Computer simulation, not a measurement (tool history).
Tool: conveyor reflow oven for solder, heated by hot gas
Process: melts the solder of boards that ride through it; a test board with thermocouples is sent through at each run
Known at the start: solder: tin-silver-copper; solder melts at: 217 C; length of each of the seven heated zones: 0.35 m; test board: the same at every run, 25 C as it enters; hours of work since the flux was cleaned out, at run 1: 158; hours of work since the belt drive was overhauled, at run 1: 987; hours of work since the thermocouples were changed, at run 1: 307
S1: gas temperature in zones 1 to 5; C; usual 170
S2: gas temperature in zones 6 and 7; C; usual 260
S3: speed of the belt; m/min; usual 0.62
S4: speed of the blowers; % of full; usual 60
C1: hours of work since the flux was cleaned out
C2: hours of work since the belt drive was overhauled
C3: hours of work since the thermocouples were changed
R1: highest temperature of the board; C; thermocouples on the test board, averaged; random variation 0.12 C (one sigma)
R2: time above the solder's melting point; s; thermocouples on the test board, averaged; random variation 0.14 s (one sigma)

Run 1, hour 0: usual settings; C1 158; C2 987; C3 307. Result: R1 244.2 C, R2 44 s.
Run 2, hour 32.2: usual settings; C1 183; C2 1012; C3 332. Result: R1 244.6 C, R2 44 s.
Run 3, hour 64.7: usual settings but S4 86 % of full; C1 208; C2 1037; C3 357. Result: R1 250.3 C, R2 50.1 s.
Run 4, hour 100: usual settings but S1 161 C, S4 86 % of full; C1 235; C2 1064; C3 384. Result: R1 249.2 C, R2 47.1 s.
Run 5, hour 133.3: usual settings but S1 161 C, S4 86 % of full; C1 261; C2 1090; C3 410. Result: R1 249.4 C, R2 47.1 s.
Run 6, hour 149.3: usual settings but S1 161 C, S4 86 % of full; C1 273; C2 1102; C3 422. Result: R1 249.3 C, R2 47.1 s.
Run 7, hour 177.5: usual settings but S1 161 C, S4 86 % of full; C1 295; C2 1124; C3 444. Result: R1 249.2 C, R2 46.8 s.
Run 8, hour 210.7: usual settings but S2 255 C; C1 321; C2 1150; C3 469. Result: R1 240 C, R2 40.5 s.
Run 9, hour 232.6: usual settings but S2 255 C; C1 337; C2 1167; C3 486. Result: R1 240.3 C, R2 40.4 s.
At hour 248.7: flux residue cleaned out of gas plates and filters.
Run 10, hour 271.2: usual settings but S1 162 C; C1 17; C2 1192; C3 512. Result: R1 243.2 C, R2 40.7 s.
Run 11, hour 290.2: usual settings but S1 178 C, S2 269 C, S3 0.641 m/min, S4 64 % of full; C1 32; C2 1207; C3 527. Result: R1 253.9 C, R2 51.2 s.
Run 12, hour 315.6: usual settings but S1 178 C, S2 251 C, S3 0.644 m/min, S4 64 % of full; C1 52; C2 1227; C3 546. Result: R1 238.4 C, R2 39.9 s.
Run 13, hour 342.6: usual settings but S1 163 C, S2 257 C, S3 0.644 m/min, S4 64 % of full; C1 72; C2 1247; C3 567. Result: R1 240.6 C, R2 37.1 s.
At hour 360: thermocouples of zones 6 and 7 changed.
Run 14, hour 381.7: usual settings but S2 263 C, S3 0.72 m/min; C1 101; C2 1276; C3 17. Result: R1 242.1 C, R2 34.8 s.
Run 15, hour 400.1: usual settings but S1 159 C, S2 257 C, S3 0.72 m/min, S4 61 % of full; C1 115; C2 1290; C3 31. Result: R1 234.7 C, R2 26.2 s.

Forecast each of these 4 alternatives for the next run:
Run A, hour 418.5: usual settings but S1 159 C, S2 267 C, S3 0.72 m/min, S4 61 % of full; C1 129; C2 1304; C3 45. Result: R1 ?, R2 ?.
Run B, hour 418.5: usual settings but S3 0.673 m/min, S4 80 % of full; C1 129; C2 1304; C3 45. Result: R1 ?, R2 ?.
Run C, hour 418.5: usual settings but S1 165 C, S2 255 C, S3 0.72 m/min, S4 61 % of full; C1 129; C2 1304; C3 45. Result: R1 ?, R2 ?.
Run D, hour 418.5: usual settings but S1 159 C, S2 257 C, S3 0.706 m/min, S4 78 % of full; C1 129; C2 1304; C3 45. Result: R1 ?, R2 ?.

run     R1    R2
  A  243.2  33.2
  B  247.1  43.1
  C  234.7  27.4
  D  240.9  33.8
Without the tool's hidden state the same runs would have given:
run     R1    R2
  A  243.2  33.2
  B  247.1  43.1
  C  234.7  27.4
  D  240.9  33.7
